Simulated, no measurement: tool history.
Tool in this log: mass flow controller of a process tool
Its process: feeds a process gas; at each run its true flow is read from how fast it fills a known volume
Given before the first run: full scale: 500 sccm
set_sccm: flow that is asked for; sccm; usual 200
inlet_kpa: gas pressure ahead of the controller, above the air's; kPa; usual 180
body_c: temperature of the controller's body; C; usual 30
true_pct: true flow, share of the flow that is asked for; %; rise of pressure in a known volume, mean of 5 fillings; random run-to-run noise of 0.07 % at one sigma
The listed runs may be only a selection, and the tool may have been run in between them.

{"run": 1, "hour": 0.0, "set_sccm": 200, "inlet_kpa": 180, "body_c": 30, "true_pct": 99.2}
{"run": 2, "hour": 53.7, "set_sccm": 200, "inlet_kpa": 180, "body_c": 30, "true_pct": 99.23}
{"run": 3, "hour": 144.4, "set_sccm": 200, "inlet_kpa": 247, "body_c": 30, "true_pct": 99.72}
{"run": 4, "hour": 221.7, "set_sccm": 200, "inlet_kpa": 180, "body_c": 30, "true_pct": 99.29}
{"run": 5, "hour": 262.6, "set_sccm": 200, "inlet_kpa": 180, "body_c": 30, "true_pct": 99.25}
{"run": 6, "hour": 320.6, "set_sccm": 200, "inlet_kpa": 180, "body_c": 30, "true_pct": 99.19}
{"run": 7, "hour": 364.6, "set_sccm": 200, "inlet_kpa": 180, "body_c": 30, "true_pct": 99.26}
{"run": 8, "hour": 404.1, "set_sccm": 200, "inlet_kpa": 180, "body_c": 26, "true_pct": 99.56}
{"run": 9, "hour": 465.6, "set_sccm": 200, "inlet_kpa": 180, "body_c": 26, "true_pct": 99.84}
{"run": 10, "hour": 559.1, "set_sccm": 200, "inlet_kpa": 180, "body_c": 26, "true_pct": 99.62}
{"run": 11, "hour": 641.9, "set_sccm": 200, "inlet_kpa": 180, "body_c": 26, "true_pct": 99.61}
{"run": 12, "hour": 695.6, "set_sccm": 200, "inlet_kpa": 180, "body_c": 30, "true_pct": 99.17}
{"run": 13, "hour": 788.6, "set_sccm": 200, "inlet_kpa": 180, "body_c": 30, "true_pct": 99.31}
{"run": 14, "hour": 854.7, "set_sccm": 200, "inlet_kpa": 180, "body_c": 21, "true_pct": 99.84}
{"run": 15, "hour": 928.5, "set_sccm": 200, "inlet_kpa": 180, "body_c": 30, "true_pct": 99.28}
{"run": 16, "hour": 1005.8, "set_sccm": 200, "inlet_kpa": 210, "body_c": 26, "true_pct": 99.8}
{"run": 17, "hour": 1063.4, "set_sccm": 200, "inlet_kpa": 210, "body_c": 26, "true_pct": 99.83}
{"run": 18, "hour": 1126.5, "set_sccm": 200, "inlet_kpa": 164, "body_c": 34, "true_pct": 98.94}
{"run": 19, "hour": 1200.4, "set_sccm": 200, "inlet_kpa": 271, "body_c": 34, "true_pct": 99.44}
{"run": 20, "hour": 1243.7, "set_sccm": 200, "inlet_kpa": 271, "body_c": 34, "true_pct": 99.47}
{"run": 21, "hour": 1285.6, "set_sccm": 186, "inlet_kpa": 265, "body_c": 34, "true_pct": 99.48}
{"run": 22, "hour": 1360.6, "set_sccm": 63, "inlet_kpa": 161, "body_c": 29, "true_pct": 99.19}
{"run": 23, "hour": 1424.6, "set_sccm": 88, "inlet_kpa": 161, "body_c": 39, "true_pct": 98.31}
{"run": 24, "hour": 1485.2, "set_sccm": 388, "inlet_kpa": 148, "body_c": 33, "true_pct": 98.97}
{"run": 25, "hour": 1552.9, "set_sccm": 60, "inlet_kpa": 252, "body_c": 38, "true_pct": 98.99}
{"run": 26, "hour": 1599.5, "set_sccm": 200, "inlet_kpa": 180, "body_c": 31, "true_pct": 99.15}
{"run": 27, "hour": 1666.3, "set_sccm": 62, "inlet_kpa": 234, "body_c": 23, "true_pct": 100.04}
{"run": 28, "hour": 1731.8, "set_sccm": 200, "inlet_kpa": 204, "body_c": 33, "true_pct": 99.28}
{"run": 29, "hour": 1802.7, "set_sccm": 484, "inlet_kpa": 174, "body_c": 30, "true_pct": 99.53}

5 options for the next run, each taken on its own from the tool as it stands now. Forecast them:
{"run": "A", "hour": 1853.0, "set_sccm": 484, "inlet_kpa": 158, "body_c": 20, "true_pct": "?"}
{"run": "B", "hour": 1853.0, "set_sccm": 158, "inlet_kpa": 213, "body_c": 31, "true_pct": "?"}
{"run": "C", "hour": 1853.0, "set_sccm": 109, "inlet_kpa": 207, "body_c": 30, "true_pct": "?"}
{"run": "D", "hour": 1853.0, "set_sccm": 200, "inlet_kpa": 221, "body_c": 30, "true_pct": "?"}
{"run": "E", "hour": 1853.0, "set_sccm": 200, "inlet_kpa": 180, "body_c": 39, "true_pct": "?"}

run=A true_pct=100.08
run=B true_pct=99.50
run=C true_pct=99.38
run=D true_pct=99.59
run=E true_pct=98.51
With the hidden condition removed and each run's random variation left untouched, the same runs would have given:
run=A true_pct=100.09
run=B true_pct=99.51
run=C true_pct=99.39
run=D true_pct=99.60
run=E true_pct=98.52
